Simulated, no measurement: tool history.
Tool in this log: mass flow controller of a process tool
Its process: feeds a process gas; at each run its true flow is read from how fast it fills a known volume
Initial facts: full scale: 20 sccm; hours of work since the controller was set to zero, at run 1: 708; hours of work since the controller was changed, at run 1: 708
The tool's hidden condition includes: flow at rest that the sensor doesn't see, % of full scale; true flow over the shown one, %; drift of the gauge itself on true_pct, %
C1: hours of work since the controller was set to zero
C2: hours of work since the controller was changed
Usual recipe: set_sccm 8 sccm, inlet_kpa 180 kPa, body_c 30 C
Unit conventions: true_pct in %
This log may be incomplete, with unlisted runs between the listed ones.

Run 1, hour 0.0: usual settings; C1 708; C2 708. Result: true_pct 97.72 %.
Run 2, hour 70.3: usual settings; C1 737; C2 737. Result: true_pct 97.76 %.
Run 3, hour 132.4: usual settings; C1 763; C2 763. Result: true_pct 97.68 %.
Run 4, hour 178.4: usual settings; C1 782; C2 782. Result: true_pct 97.50 %.
Run 5, hour 224.3: usual settings; C1 800; C2 800. Result: true_pct 97.78 %.
Run 6, hour 270.8: usual settings; C1 820; C2 820. Result: true_pct 97.61 %.
Run 7, hour 320.2: usual settings; C1 840; C2 840. Result: true_pct 97.60 %.
Run 8, hour 378.6: usual settings; C1 864; C2 864. Result: true_pct 97.53 %.
Run 9, hour 423.7: usual settings; C1 882; C2 882. Result: true_pct 97.53 %.
Run 10, hour 499.1: usual settings; C1 914; C2 914. Result: true_pct 97.40 %.
Run 11, hour 558.1: usual settings; C1 938; C2 938. Result: true_pct 97.58 %.
Run 12, hour 648.3: usual settings but inlet_kpa 170 kPa; C1 975; C2 975. Result: true_pct 97.42 %.
Run 13, hour 687.4: usual settings but inlet_kpa 170 kPa; C1 991; C2 991. Result: true_pct 97.46 %.
Run 14, hour 733.9: usual settings; C1 1010; C2 1010. Result: true_pct 97.47 %.
Run 15, hour 815.5: usual settings; C1 1044; C2 1044. Result: true_pct 97.49 %.
Run 16, hour 887.0: usual settings; C1 1073; C2 1073. Result: true_pct 97.27 %.
Run 17, hour 959.7: usual settings; C1 1103; C2 1103. Result: true_pct 97.36 %.
Run 18, hour 1006.4: usual settings; C1 1122; C2 1122. Result: true_pct 97.53 %.
Run 19, hour 1098.3: usual settings but body_c 25 C; C1 1160; C2 1160. Result: true_pct 96.79 %.
Run 20, hour 1138.6: usual settings but body_c 25 C; C1 1177; C2 1177. Result: true_pct 96.76 %.
Run 21, hour 1182.7: usual settings; C1 1195; C2 1195. Result: true_pct 97.29 %.
Run 22, hour 1241.6: usual settings; C1 1219; C2 1219. Result: true_pct 97.36 %.
Run 23, hour 1307.6: usual settings; C1 1246; C2 1246. Result: true_pct 97.29 %.
Run 24, hour 1383.7: usual settings; C1 1278; C2 1278. Result: true_pct 97.35 %.
Run 25, hour 1433.6: usual settings but inlet_kpa 202 kPa, body_c 37 C; C1 1298; C2 1298. Result: true_pct 97.91 %.
Run 26, hour 1510.4: usual settings but body_c 24 C; C1 1330; C2 1330. Result: true_pct 96.40 %.
Run 27, hour 1600.3: usual settings but set_sccm 4 sccm, body_c 24 C; C1 1367; C2 1367. Result: true_pct 94.96 %.
Run 28, hour 1649.5: usual settings but set_sccm 4 sccm, body_c 24 C; C1 1387; C2 1387. Result: true_pct 95.05 %.
Run 29, hour 1689.6: usual settings but set_sccm 5 sccm, inlet_kpa 146 kPa, body_c 23 C; C1 1404; C2 1404. Result: true_pct 95.73 %.
Run 30, hour 1732.6: usual settings but set_sccm 5 sccm, inlet_kpa 146 kPa, body_c 23 C; C1 1421; C2 1421. Result: true_pct 95.54 %.
Run 31, hour 1810.8: usual settings but set_sccm 7 sccm, inlet_kpa 201 kPa, body_c 23 C; C1 1454; C2 1454. Result: true_pct 95.87 %.
Run 32, hour 1852.1: usual settings but set_sccm 7 sccm, inlet_kpa 201 kPa, body_c 23 C; C1 1471; C2 1471. Result: true_pct 95.86 %.
Run 33, hour 1902.8: usual settings but inlet_kpa 163 kPa; C1 1491; C2 1491. Result: true_pct 97.15 %.
Run 34, hour 1993.9: usual settings but inlet_kpa 170 kPa, body_c 25 C; C1 1529; C2 1529. Result: true_pct 96.46 %.
Run 35, hour 2054.5: usual settings but inlet_kpa 170 kPa, body_c 20 C; C1 1554; C2 1554. Result: true_pct 95.91 %.
Run 36, hour 2128.6: usual settings but set_sccm 9 sccm, inlet_kpa 170 kPa, body_c 20 C; C1 1584; C2 1584. Result: true_pct 96.23 %.

Run 37 comes next. What will it give?
Run 37, hour 2222.3: usual settings but body_c 27 C; C1 1623; C2 1623. Result: true_pct ?.

{"run 37": {"true_pct": 96.58}}
Minus the tool's unlogged condition, the same run would have read true_pct 98.26 %.
